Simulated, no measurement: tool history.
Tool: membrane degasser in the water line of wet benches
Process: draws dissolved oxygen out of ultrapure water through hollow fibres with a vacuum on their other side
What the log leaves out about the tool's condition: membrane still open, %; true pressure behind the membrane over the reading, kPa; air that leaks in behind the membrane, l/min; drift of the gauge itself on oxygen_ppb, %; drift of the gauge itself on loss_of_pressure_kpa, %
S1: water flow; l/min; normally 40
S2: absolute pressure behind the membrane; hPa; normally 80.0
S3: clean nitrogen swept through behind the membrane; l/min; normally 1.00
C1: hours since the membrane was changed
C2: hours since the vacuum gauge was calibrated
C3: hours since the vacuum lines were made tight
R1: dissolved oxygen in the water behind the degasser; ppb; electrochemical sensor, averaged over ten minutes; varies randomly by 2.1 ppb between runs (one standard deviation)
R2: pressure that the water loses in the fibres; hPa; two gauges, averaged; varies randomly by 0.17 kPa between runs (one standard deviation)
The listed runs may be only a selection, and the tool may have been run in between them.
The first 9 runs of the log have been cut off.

run,hour,S1,S2,S3,C1,C2,C3,R1,R2
10,1811.5,40,166.3,1.00,2863,1817,5051,997.4,437.4
11,1968.0,40,80.0,1.00,3019,1974,5207,399.9,437.0
12,2086.8,40,80.0,2.40,3138,2093,5326,202.1,439.2
13,2225.3,40,80.0,2.40,3277,2231,5464,202.4,437.1
14,2355.6,42,80.0,1.00,3407,2361,5595,419.9,461.6
15,2625.6,42,80.0,1.00,3677,2631,5865,422.2,462.1
# hour 2688.8: seals of the vacuum lines changed
16,2832.6,42,80.0,1.00,3882,2836,144,425.2,459.4
17,3004.0,42,80.0,1.00,4053,3008,315,424.2,464.9
# hour 3023.1: vacuum gauge calibrated
18,3168.2,40,80.0,2.58,4217,145,479,196.1,443.7
19,3395.5,40,80.0,2.58,4444,372,706,197.3,441.9
20,3600.2,59,128.2,2.33,4649,577,911,553.0,649.6
21,3846.4,59,128.2,2.33,4895,823,1157,556.4,656.6
22,4024.0,40,80.0,1.72,5073,1001,1335,273.5,443.9
# hour 4260.2: vacuum gauge calibrated, once more
23,4290.6,40,80.0,1.72,5339,30,1601,254.4,443.6
24,4456.5,31,80.0,1.02,5505,196,1767,306.4,342.6
25,4619.5,31,77.1,0.86,5668,359,1930,332.9,345.1
26,4752.1,28,156.6,0.63,5800,492,2062,985.3,312.7
27,4925.8,35,50.4,0.42,5974,666,2236,263.0,389.3
28,5041.9,35,50.4,0.42,6090,782,2352,264.8,389.2
29,5157.2,31,199.7,1.96,6206,897,2467,579.9,344.5
30,5419.1,36,80.0,1.99,6467,1159,2729,207.4,399.0
31,5617.3,63,49.9,2.69,6666,1357,2928,142.7,705.0
32,5868.9,31,119.9,0.85,6917,1609,3179,628.2,350.4
33,5981.0,32,54.1,0.47,7029,1721,3291,281.4,361.0

Forecast each of these 3 alternatives for the next run:
A,6198.9,44,80.0,1.00,7247,1939,3509,?,?
B,6198.9,25,176.4,1.95,7247,1939,3509,?,?
C,6198.9,43,68.0,0.51,7247,1939,3509,?,?

run,R1,R2
A,430.7,493.7
B,423.4,282.5
C,516.9,485.3
Had the tool no hidden state, the same runs would have come out as:
run,R1,R2
A,413.0,469.7
B,414.8,268.9
C,493.8,461.8

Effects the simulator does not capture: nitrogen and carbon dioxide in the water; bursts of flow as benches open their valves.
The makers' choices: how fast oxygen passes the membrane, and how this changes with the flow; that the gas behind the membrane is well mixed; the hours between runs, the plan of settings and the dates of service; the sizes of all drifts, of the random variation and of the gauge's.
